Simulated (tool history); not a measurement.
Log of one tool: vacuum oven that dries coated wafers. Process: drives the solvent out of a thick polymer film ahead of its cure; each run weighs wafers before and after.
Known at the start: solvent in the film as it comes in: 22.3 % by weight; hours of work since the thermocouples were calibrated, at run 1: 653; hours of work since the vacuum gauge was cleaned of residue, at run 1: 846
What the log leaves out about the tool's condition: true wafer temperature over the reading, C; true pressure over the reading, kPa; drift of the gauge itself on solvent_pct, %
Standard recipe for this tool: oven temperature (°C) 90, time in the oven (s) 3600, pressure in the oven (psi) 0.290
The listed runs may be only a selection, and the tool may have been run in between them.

run	hour	oven temperature (°C)	time in the oven (s)	pressure in the oven (psi)	hours of work since the thermocouples were calibrated	hours of work since the vacuum gauge was cleaned of residue	solvent left in the film (%)
1	0.0	90	3600	0.290	653	846	5.99
2	27.6	90	3240	0.290	670	863	6.66
3	51.0	82	3600	0.290	685	878	9.15
4	92.2	82	3600	0.290	711	904	8.97
5	118.8	82	3600	0.290	727	920	9.21
6	155.7	82	3600	0.290	750	943	9.16
7	198.1	82	3600	0.290	777	970	9.27
8	236.5	75	3600	0.290	801	994	11.95
9	280.8	75	3600	0.290	829	1022	11.96
10	302.2	93	3600	0.290	842	1035	5.27
11	336.5	93	3600	0.290	864	1057	5.31
12	377.9	80	2400	0.734	890	1082	16.48
13	411.5	90	3600	0.843	911	1103	11.53
14	432.8	90	3600	0.843	924	1117	11.48
15	454.5	96	6060	0.336	938	1130	3.66
16	493.8	101	3780	0.290	962	1155	3.24
17	530.1	101	3780	0.290	985	1178	3.16
18	578.8	90	3600	0.770	1015	1208	10.84
19	616.1	79	2400	0.292	1039	1232	12.56

Consider 3 possible next runs. They are alternatives, not a sequence: every one starts from the tool as it was left by run 19. What does each give?
A	648.3	102	3960	0.922	1059	1252	?
B	648.3	87	4320	0.290	1059	1252	?
C	648.3	79	2400	0.934	1059	1252	?

run	solvent left in the film (%)
A	7.39
B	6.64
C	18.95
Had the tool no hidden state, the same runs would have come out as:
run	solvent left in the film (%)
A	6.71
B	5.79
C	17.92
